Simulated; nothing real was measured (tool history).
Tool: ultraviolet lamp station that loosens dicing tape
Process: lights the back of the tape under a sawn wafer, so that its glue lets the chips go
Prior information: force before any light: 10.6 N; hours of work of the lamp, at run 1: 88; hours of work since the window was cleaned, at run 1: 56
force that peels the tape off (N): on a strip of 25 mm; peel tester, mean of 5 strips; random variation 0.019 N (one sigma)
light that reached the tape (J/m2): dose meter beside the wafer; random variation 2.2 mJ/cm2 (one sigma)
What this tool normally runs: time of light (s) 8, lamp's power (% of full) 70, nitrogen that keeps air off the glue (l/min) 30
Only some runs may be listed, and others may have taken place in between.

run	hour	time of light (s)	lamp's power (% of full)	nitrogen that keeps air off the glue (l/min)	hours of work of the lamp	hours of work since the window was cleaned	force that peels the tape off (N)	light that reached the tape (J/m2)
1	0.0	8	70	30	88	56	1.024	1730
2	34.8	8	70	34	105	72	0.943	1750
3	75.0	8	66	30	123	91	1.197	1630
4	105.8	8	66	30	138	106	1.219	1630
5	135.0	6	70	30	152	119	1.857	1280
6	160.5	5	70	30	164	131	2.493	1060
7	199.5	13	70	30	182	150	0.411	2640
8	242.6	13	70	30	202	170	0.421	2600
9	268.4	13	70	30	214	182	0.416	2600
10	305.7	8	83	30	232	199	0.866	1900
11	344.2	7	70	30	250	218	1.608	1400
12	362.1	7	70	30	258	226	1.683	1370
13	392.0	8	70	30	272	240	1.332	1520
14	422.9	8	70	30	287	255	1.379	1490
15	451.1	8	70	30	300	268	1.366	1520
16	479.4	8	70	30	313	281	1.397	1510
17	518.0	8	70	13	331	299	2.562	1470
18	544.0	8	70	13	344	311	2.420	1470
19	571.6	8	70	30	357	324	1.455	1470
20	592.9	8	70	30	367	334	1.440	1470
21	619.1	8	70	30	379	347	1.492	1410
22	657.5	8	70	30	397	365	1.559	1440
# hour 678.0: window cleaned of glue's vapour
23	679.6	10	70	35	407	1	0.656	2000
24	703.4	9	80	18	418	12	1.123	2050
25	739.2	9	80	18	435	29	1.173	2010
26	761.7	4	65	54	446	39	3.110	710
27	796.3	8	90	30	462	56	0.773	1960
28	825.6	4	95	20	476	69	3.107	1070
29	851.8	8	70	34	488	82	1.250	1520
30	887.3	6	70	30	505	98	2.241	1120
31	906.0	11	70	34	513	107	0.632	2060
32	947.3	8	92	14	533	126	1.571	1910
33	979.7	6	98	25	548	142	1.555	1520
34	1016.9	6	98	25	565	159	1.497	1500
35	1045.3	6	98	25	579	172	1.639	1480
36	1084.0	6	98	27	597	191	1.509	1480
37	1112.0	6	98	27	610	204	1.539	1450
38	1133.5	6	98	27	620	214	1.593	1510
39	1160.5	6	98	27	633	227	1.522	1470
40	1195.9	9	78	30	650	243	1.085	1750
41	1230.1	10	89	27	666	259	0.728	2100
42	1261.8	6	70	26	680	274	2.747	980
43	1289.9	5	60	24	694	287	4.309	710
44	1317.7	5	60	16	707	300	5.045	720

Consider 3 possible next runs. They are alternatives, not a sequence: every one starts from the tool as it was left by run 44. What does each give?
A	1342.0	5	60	20	718	312	?	?
B	1342.0	8	70	40	718	312	?	?
C	1342.0	9	60	35	718	312	?	?

run	force that peels the tape off (N)	light that reached the tape (J/m2)
A	4.632	680
B	1.484	1290
C	1.686	1250
Stripped of hidden state, with their random variation kept, the same runs would have yielded:
run	force that peels the tape off (N)	light that reached the tape (J/m2)
A	3.346	960
B	0.744	1810
C	0.879	1760
